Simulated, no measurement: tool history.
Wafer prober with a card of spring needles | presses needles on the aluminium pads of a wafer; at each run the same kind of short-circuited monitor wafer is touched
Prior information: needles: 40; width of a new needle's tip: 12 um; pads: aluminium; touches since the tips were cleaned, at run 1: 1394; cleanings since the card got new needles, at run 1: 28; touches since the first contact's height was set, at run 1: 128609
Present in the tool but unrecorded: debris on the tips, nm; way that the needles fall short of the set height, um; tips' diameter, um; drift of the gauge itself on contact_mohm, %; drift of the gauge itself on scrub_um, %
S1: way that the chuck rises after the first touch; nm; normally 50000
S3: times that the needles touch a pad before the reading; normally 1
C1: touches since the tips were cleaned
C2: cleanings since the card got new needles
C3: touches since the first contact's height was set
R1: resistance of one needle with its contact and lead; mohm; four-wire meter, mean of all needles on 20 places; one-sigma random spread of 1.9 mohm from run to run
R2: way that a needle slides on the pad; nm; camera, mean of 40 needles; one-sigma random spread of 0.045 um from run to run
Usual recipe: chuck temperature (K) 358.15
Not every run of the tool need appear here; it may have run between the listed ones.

run 1 day=0 | S1=50000 chuck_temperature_(K)=358.15 S3=1 | C1=1394 C2=28 C3=128609 | R1=221 R2=6560
-- day=0.729 tips cleaned on abrasive film
run 2 day=1.358 | S1=50000 chuck_temperature_(K)=358.15 S3=1 | C1=2922 C2=29 C3=134882 | R1=241 R2=6470
-- day=1.688 tips cleaned on abrasive film
run 3 day=2.346 | S1=50000 chuck_temperature_(K)=358.15 S3=1 | C1=3052 C2=30 C3=139425 | R1=241 R2=6550
-- day=2.646 tips cleaned on abrasive film
-- day=3.654 tips cleaned on abrasive film
run 4 day=3.975 | S1=50000 chuck_temperature_(K)=358.15 S3=1 | C1=1489 C2=32 C3=146939 | R1=229 R2=6510
-- day=4.633 tips cleaned on abrasive film
-- day=5.617 tips cleaned on abrasive film
run 5 day=5.788 | S1=69000 chuck_temperature_(K)=358.15 S3=1 | C1=779 C2=34 C3=155283 | R1=209 R2=9110
-- day=6.646 tips cleaned on abrasive film
run 6 day=6.733 | S1=50000 chuck_temperature_(K)=358.15 S3=1 | C1=392 C2=35 C3=159639 | R1=212 R2=6460
-- day=7.667 tips cleaned on abrasive film
run 7 day=8.079 | S1=50000 chuck_temperature_(K)=358.15 S3=1 | C1=1898 C2=36 C3=165849 | R1=234 R2=6480
-- day=8.688 tips cleaned on abrasive film
run 8 day=8.979 | S1=50000 chuck_temperature_(K)=358.15 S3=1 | C1=1352 C2=37 C3=170000 | R1=226 R2=6470
-- day=9.608 tips cleaned on abrasive film
run 9 day=10.067 | S1=50000 chuck_temperature_(K)=358.15 S3=1 | C1=2115 C2=38 C3=175016 | R1=239 R2=6430
-- day=10.583 tips cleaned on abrasive film
run 10 day=10.938 | S1=50000 chuck_temperature_(K)=358.15 S3=1 | C1=1640 C2=39 C3=179038 | R1=228 R2=6550
-- day=11.542 tips cleaned on abrasive film
run 11 day=11.917 | S1=50000 chuck_temperature_(K)=313.15 S3=1 | C1=1745 C2=40 C3=183545 | R1=224 R2=6520
-- day=12.075 height of the first contact set anew
-- day=12.554 tips cleaned on abrasive film
run 12 day=13.117 | S1=50000 chuck_temperature_(K)=358.15 S3=2 | C1=2599 C2=41 C3=4809 | R1=225 R2=6350
-- day=13.625 tips cleaned on abrasive film
run 13 day=14.038 | S1=50000 chuck_temperature_(K)=358.15 S3=2 | C1=1908 C2=42 C3=9051 | R1=225 R2=6350
-- day=14.583 tips cleaned on abrasive film
run 14 day=15.079 | S1=50000 chuck_temperature_(K)=358.15 S3=1 | C1=2285 C2=43 C3=13854 | R1=239 R2=6370
-- day=15.533 tips cleaned on abrasive film
-- day=16.492 tips cleaned on abrasive film
run 15 day=16.962 | S1=50000 chuck_temperature_(K)=358.15 S3=1 | C1=2191 C2=45 C3=22545 | R1=234 R2=6250
-- day=17.492 tips cleaned on abrasive film
run 16 day=18.142 | S1=50000 chuck_temperature_(K)=358.15 S3=1 | C1=3020 C2=46 C3=27986 | R1=245 R2=6310
-- day=18.438 tips cleaned on abrasive film
run 17 day=19.312 | S1=51000 chuck_temperature_(K)=306.15 S3=1 | C1=4057 C2=47 C3=33376 | R1=245 R2=6560
-- day=19.438 tips cleaned on abrasive film
-- day=20.475 tips cleaned on abrasive film
run 18 day=20.846 | S1=51000 chuck_temperature_(K)=306.15 S3=1 | C1=1725 C2=49 C3=40440 | R1=226 R2=6500
-- day=21.538 tips cleaned on abrasive film
run 19 day=21.692 | S1=40000 chuck_temperature_(K)=358.15 S3=1 | C1=719 C2=50 C3=44334 | R1=230 R2=4980
-- day=22.529 tips cleaned on abrasive film
run 20 day=22.692 | S1=40000 chuck_temperature_(K)=358.15 S3=1 | C1=763 C2=51 C3=48952 | R1=229 R2=4970
-- day=23.238 height of the first contact set anew, once more
-- day=23.604 tips cleaned on abrasive film
run 21 day=23.704 | S1=40000 chuck_temperature_(K)=358.15 S3=1 | C1=459 C2=52 C3=2141 | R1=217 R2=5390
-- day=24.654 tips cleaned on abrasive film
run 22 day=24.662 | S1=56000 chuck_temperature_(K)=394.15 S3=2 | C1=30 C2=53 C3=6561 | R1=218 R2=7520
-- day=25.725 tips cleaned on abrasive film
run 23 day=25.954 | S1=42000 chuck_temperature_(K)=310.15 S3=2 | C1=1069 C2=54 C3=12528 | R1=212 R2=5640
-- day=26.646 tips cleaned on abrasive film
-- day=27.583 tips cleaned on abrasive film
run 24 day=27.812 | S1=54000 chuck_temperature_(K)=310.15 S3=2 | C1=1048 C2=56 C3=21087 | R1=205 R2=7210
-- day=28.588 tips cleaned on abrasive film
-- day=29.642 tips cleaned on abrasive film
run 25 day=29.725 | S1=55000 chuck_temperature_(K)=304.15 S3=1 | C1=385 C2=58 C3=29900 | R1=205 R2=7280
-- day=30.608 tips cleaned on abrasive film
run 26 day=31.254 | S1=46000 chuck_temperature_(K)=299.15 S3=2 | C1=3000 C2=59 C3=36973 | R1=221 R2=6070
-- day=31.6 tips cleaned on abrasive film
-- day=32.625 tips cleaned on abrasive film
run 27 day=33.15 | S1=46000 chuck_temperature_(K)=299.15 S3=2 | C1=2439 C2=61 C3=45708 | R1=219 R2=6200
-- day=33.533 tips cleaned on abrasive film
-- day=34.446 tips cleaned on abrasive film
run 28 day=34.746 | S1=63000 chuck_temperature_(K)=358.15 S3=1 | C1=1382 C2=63 C3=53045 | R1=217 R2=8340
-- day=35.475 tips cleaned on abrasive film
run 29 day=35.592 | S1=50000 chuck_temperature_(K)=373.15 S3=2 | C1=552 C2=64 C3=56958 | R1=216 R2=6630
-- day=36.454 tips cleaned on abrasive film
-- day=37.392 tips cleaned on abrasive film
run 30 day=37.533 | S1=44000 chuck_temperature_(K)=334.15 S3=2 | C1=666 C2=66 C3=65902 | R1=214 R2=5890
-- day=38.35 tips cleaned on abrasive film
run 31 day=38.592 | S1=38000 chuck_temperature_(K)=382.15 S3=2 | C1=1120 C2=67 C3=70787 | R1=235 R2=5040

What differs in the tool's unlogged condition from the final listed run ahead of each entry between runs to the first listed run following it?
After run 1, before run 2: tips cleaned on abrasive film (day 0.729)
  debris on the tips, nm: 59.1 -> 120.6; way that the needles fall short of the set height, um: 1.36 -> 1.41; tips' diameter, um: 12.48 -> 12.49
  difference, measured minus the result without the unlogged condition, R1: +17 -> +35 mohm; R2: -180 -> -190 nm
After run 2, before run 3: tips cleaned on abrasive film (day 1.688)
  debris on the tips, nm: 120.6 -> 122; way that the needles fall short of the set height, um: 1.41 -> 1.47; tips' diameter, um: 12.49 -> 12.51
  difference, measured minus the result without the unlogged condition, R1: +35 -> +36 mohm; R2: -190 -> -200 nm
After run 3, before run 4: tips cleaned on abrasive film (day 2.646); tips cleaned on abrasive film (day 3.654)
  debris on the tips, nm: 122 -> 67.8; way that the needles fall short of the set height, um: 1.47 -> 1.57; tips' diameter, um: 12.51 -> 12.55
  difference, measured minus the result without the unlogged condition, R1: +36 -> +21 mohm; R2: -200 -> -210 nm
After run 4, before run 5: tips cleaned on abrasive film (day 4.633); tips cleaned on abrasive film (day 5.617)
  debris on the tips, nm: 67.8 -> 43.8; way that the needles fall short of the set height, um: 1.57 -> 1.66; tips' diameter, um: 12.55 -> 12.58
  difference, measured minus the result without the unlogged condition, R1: +21 -> +8 mohm; R2: -210 -> -230 nm
After run 5, before run 6: tips cleaned on abrasive film (day 6.646)
  debris on the tips, nm: 43.8 -> 28.5; way that the needles fall short of the set height, um: 1.66 -> 1.69; tips' diameter, um: 12.58 -> 12.59
  difference, measured minus the result without the unlogged condition, R1: +8 -> +9 mohm; R2: -230 -> -220 nm
After run 6, before run 7: tips cleaned on abrasive film (day 7.667)
  debris on the tips, nm: 28.5 -> 90.3; way that the needles fall short of the set height, um: 1.69 -> 1.73; tips' diameter, um: 12.59 -> 12.61
  difference, measured minus the result without the unlogged condition, R1: +9 -> +27 mohm; R2: -220 -> -230 nm
After run 7, before run 8: tips cleaned on abrasive film (day 8.688)
  debris on the tips, nm: 90.3 -> 71.6; way that the needles fall short of the set height, um: 1.73 -> 1.77; tips' diameter, um: 12.61 -> 12.62
  difference, measured minus the result without the unlogged condition, R1: +27 -> +21 mohm; R2: -230 -> -240 nm
After run 8, before run 9: tips cleaned on abrasive film (day 9.608)
  debris on the tips, nm: 71.6 -> 102.8; way that the needles fall short of the set height, um: 1.77 -> 1.8; tips' diameter, um: 12.62 -> 12.63
  difference, measured minus the result without the unlogged condition, R1: +21 -> +31 mohm; R2: -240 -> -250 nm
After run 9, before run 10: tips cleaned on abrasive film (day 10.583)
  debris on the tips, nm: 102.8 -> 83.9; way that the needles fall short of the set height, um: 1.8 -> 1.84; tips' diameter, um: 12.63 -> 12.64
  difference, measured minus the result without the unlogged condition, R1: +31 -> +25 mohm; R2: -250 -> -250 nm
After run 10, before run 11: tips cleaned on abrasive film (day 11.542)
  debris on the tips, nm: 83.9 -> 81.8; way that the needles fall short of the set height, um: 1.84 -> 1.9; tips' diameter, um: 12.64 -> 12.66
  difference, measured minus the result without the unlogged condition, R1: +25 -> +27 mohm; R2: -250 -> -250 nm
After run 11, before run 12: height of the first contact set anew (day 12.075); tips cleaned on abrasive film (day 12.554)
  debris on the tips, nm: 81.8 -> 108.7; way that the needles fall short of the set height, um: 1.9 -> 2.58; tips' diameter, um: 12.66 -> 12.68
  difference, measured minus the result without the unlogged condition, R1: +27 -> +20 mohm; R2: -250 -> -350 nm
After run 12, before run 13: tips cleaned on abrasive film (day 13.625)
  debris on the tips, nm: 108.7 -> 95.1; way that the needles fall short of the set height, um: 2.58 -> 2.63; tips' diameter, um: 12.68 -> 12.7
  difference, measured minus the result without the unlogged condition, R1: +20 -> +18 mohm; R2: -350 -> -360 nm
After run 13, before run 14: tips cleaned on abrasive film (day 14.583)
  debris on the tips, nm: 95.1 -> 100; way that the needles fall short of the set height, um: 2.63 -> 2.67; tips' diameter, um: 12.7 -> 12.71
  difference, measured minus the result without the unlogged condition, R1: +18 -> +31 mohm; R2: -360 -> -360 nm
After run 14, before run 15: tips cleaned on abrasive film (day 15.533); tips cleaned on abrasive film (day 16.492)
  debris on the tips, nm: 100 -> 96.9; way that the needles fall short of the set height, um: 2.67 -> 2.76; tips' diameter, um: 12.71 -> 12.74
  difference, measured minus the result without the unlogged condition, R1: +31 -> +30 mohm; R2: -360 -> -370 nm
After run 15, before run 16: tips cleaned on abrasive film (day 17.492)
  debris on the tips, nm: 96.9 -> 118.9; way that the needles fall short of the set height, um: 2.76 -> 2.82; tips' diameter, um: 12.74 -> 12.76
  difference, measured minus the result without the unlogged condition, R1: +30 -> +37 mohm; R2: -370 -> -370 nm
After run 16, before run 17: tips cleaned on abrasive film (day 18.438)
  debris on the tips, nm: 118.9 -> 140.5; way that the needles fall short of the set height, um: 2.82 -> 2.87; tips' diameter, um: 12.76 -> 12.78
  difference, measured minus the result without the unlogged condition, R1: +37 -> +47 mohm; R2: -370 -> -390 nm
After run 17, before run 18: tips cleaned on abrasive film (day 19.438); tips cleaned on abrasive film (day 20.475)
  debris on the tips, nm: 140.5 -> 88; way that the needles fall short of the set height, um: 2.87 -> 2.95; tips' diameter, um: 12.78 -> 12.81
  difference, measured minus the result without the unlogged condition, R1: +47 -> +29 mohm; R2: -390 -> -400 nm
After run 18, before run 19: tips cleaned on abrasive film (day 21.538)
  debris on the tips, nm: 88 -> 48.4; way that the needles fall short of the set height, um: 2.95 -> 3.01; tips' diameter, um: 12.81 -> 12.83
  difference, measured minus the result without the unlogged condition, R1: +29 -> +22 mohm; R2: -400 -> -410 nm
After run 19, before run 20: tips cleaned on abrasive film (day 22.529)
  debris on the tips, nm: 48.4 -> 42.4; way that the needles fall short of the set height, um: 3.01 -> 3.06; tips' diameter, um: 12.83 -> 12.85
  difference, measured minus the result without the unlogged condition, R1: +22 -> +19 mohm; R2: -410 -> -410 nm
After run 20, before run 21: height of the first contact set anew, once more (day 23.238); tips cleaned on abrasive film (day 23.604)
  debris on the tips, nm: 42.4 -> 31; way that the needles fall short of the set height, um: 3.06 -> 0.05; tips' diameter, um: 12.85 -> 12.86
  difference, measured minus the result without the unlogged condition, R1: +19 -> +12 mohm; R2: -410 -> -10 nm
After run 21, before run 22: tips cleaned on abrasive film (day 24.654)
  debris on the tips, nm: 31 -> 9.9; way that the needles fall short of the set height, um: 0.05 -> 0.09; tips' diameter, um: 12.86 -> 12.88
  difference, measured minus the result without the unlogged condition, R1: +12 -> +1 mohm; R2: -10 -> -20 nm
After run 22, before run 23: tips cleaned on abrasive film (day 25.725)
  debris on the tips, nm: 9.9 -> 59; way that the needles fall short of the set height, um: 0.09 -> 0.14; tips' diameter, um: 12.88 -> 12.9
  difference, measured minus the result without the unlogged condition, R1: +1 -> +14 mohm; R2: -20 -> -20 nm
After run 23, before run 24: tips cleaned on abrasive film (day 26.646); tips cleaned on abrasive film (day 27.583)
  debris on the tips, nm: 59 -> 58.8; way that the needles fall short of the set height, um: 0.14 -> 0.24; tips' diameter, um: 12.9 -> 12.93
  difference, measured minus the result without the unlogged condition, R1: +14 -> +10 mohm; R2: -20 -> -30 nm
After run 24, before run 25: tips cleaned on abrasive film (day 28.588); tips cleaned on abrasive film (day 29.642)
  debris on the tips, nm: 58.8 -> 29.1; way that the needles fall short of the set height, um: 0.24 -> 0.34; tips' diameter, um: 12.93 -> 12.97
  difference, measured minus the result without the unlogged condition, R1: +10 -> +9 mohm; R2: -30 -> -50 nm
After run 25, before run 26: tips cleaned on abrasive film (day 30.608)
  debris on the tips, nm: 29.1 -> 123.6; way that the needles fall short of the set height, um: 0.34 -> 0.4; tips' diameter, um: 12.97 -> 12.99
  difference, measured minus the result without the unlogged condition, R1: +9 -> +27 mohm; R2: -50 -> -60 nm
After run 26, before run 27: tips cleaned on abrasive film (day 31.6); tips cleaned on abrasive film (day 32.625)
  debris on the tips, nm: 123.6 -> 99; way that the needles fall short of the set height, um: 0.4 -> 0.49; tips' diameter, um: 12.99 -> 13.02
  difference, measured minus the result without the unlogged condition, R1: +27 -> +22 mohm; R2: -60 -> -70 nm
After run 27, before run 28: tips cleaned on abrasive film (day 33.533); tips cleaned on abrasive film (day 34.446)
  debris on the tips, nm: 99 -> 79.7; way that the needles fall short of the set height, um: 0.49 -> 0.57; tips' diameter, um: 13.02 -> 13.05
  difference, measured minus the result without the unlogged condition, R1: +22 -> +16 mohm; R2: -70 -> -70 nm
After run 28, before run 29: tips cleaned on abrasive film (day 35.475)
  debris on the tips, nm: 79.7 -> 34.7; way that the needles fall short of the set height, um: 0.57 -> 0.63; tips' diameter, um: 13.05 -> 13.07
  difference, measured minus the result without the unlogged condition, R1: +16 -> +6 mohm; R2: -70 -> -80 nm
After run 29, before run 30: tips cleaned on abrasive film (day 36.454); tips cleaned on abrasive film (day 37.392)
  debris on the tips, nm: 34.7 -> 42.5; way that the needles fall short of the set height, um: 0.63 -> 0.72; tips' diameter, um: 13.07 -> 13.1
  difference, measured minus the result without the unlogged condition, R1: +6 -> +10 mohm; R2: -80 -> -100 nm
After run 30, before run 31: tips cleaned on abrasive film (day 38.35)
  debris on the tips, nm: 42.5 -> 64.7; way that the needles fall short of the set height, um: 0.72 -> 0.77; tips' diameter, um: 13.1 -> 13.12
  difference, measured minus the result without the unlogged condition, R1: +10 -> +18 mohm; R2: -100 -> -100 nm
